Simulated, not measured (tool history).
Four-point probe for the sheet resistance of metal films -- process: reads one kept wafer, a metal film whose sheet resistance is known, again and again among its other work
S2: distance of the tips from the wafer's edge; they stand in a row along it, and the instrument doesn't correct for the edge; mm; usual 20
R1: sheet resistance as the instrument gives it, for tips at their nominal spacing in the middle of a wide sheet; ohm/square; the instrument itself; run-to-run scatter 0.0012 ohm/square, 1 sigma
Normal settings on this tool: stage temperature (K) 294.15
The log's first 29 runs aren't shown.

run 30 hour=1705.0 | stage_temperature_(K)=298.15 S2=5 | R1=6.225753
run 31 hour=1750.6 | stage_temperature_(K)=295.15 S2=40 | R1=6.108905
run 32 hour=1820.6 | stage_temperature_(K)=294.15 S2=5 | R1=6.239573
run 33 hour=1877.5 | stage_temperature_(K)=295.15 S2=53 | R1=6.108227
run 34 hour=1937.9 | stage_temperature_(K)=301.15 S2=28 | R1=6.097624
run 35 hour=1990.0 | stage_temperature_(K)=301.15 S2=28 | R1=6.097529
run 36 hour=2059.1 | stage_temperature_(K)=292.15 S2=9 | R1=6.159604
run 37 hour=2133.7 | stage_temperature_(K)=292.15 S2=9 | R1=6.158643
run 38 hour=2186.8 | stage_temperature_(K)=292.15 S2=35 | R1=6.122399
run 39 hour=2264.7 | stage_temperature_(K)=299.15 S2=34 | R1=6.102502
run 40 hour=2348.1 | stage_temperature_(K)=299.15 S2=14 | R1=6.115125
run 41 hour=2391.1 | stage_temperature_(K)=299.15 S2=14 | R1=6.115100
run 42 hour=2455.1 | stage_temperature_(K)=291.15 S2=14 | R1=6.140387
run 43 hour=2506.6 | stage_temperature_(K)=291.15 S2=14 | R1=6.141779

What if the next run were any one of these 5? Each begins from the tool's condition after run 43:
run A hour=2597.5 | stage_temperature_(K)=298.15 S2=30 | R1=?
run B hour=2597.5 | stage_temperature_(K)=299.15 S2=30 | R1=?
run C hour=2597.5 | stage_temperature_(K)=306.15 S2=27 | R1=?
run D hour=2597.5 | stage_temperature_(K)=305.15 S2=18 | R1=?
run E hour=2597.5 | stage_temperature_(K)=291.15 S2=26 | R1=?

run=A R1=6.108466
run=B R1=6.103593
run=C R1=6.085700
run=D R1=6.094130
run=E R1=6.129347
The same runs, with their run-to-run variation unchanged, on a tool lacking any hidden condition would have given:
run=A R1=6.100317
run=B R1=6.095456
run=C R1=6.077626
run=D R1=6.086040
run=E R1=6.121130

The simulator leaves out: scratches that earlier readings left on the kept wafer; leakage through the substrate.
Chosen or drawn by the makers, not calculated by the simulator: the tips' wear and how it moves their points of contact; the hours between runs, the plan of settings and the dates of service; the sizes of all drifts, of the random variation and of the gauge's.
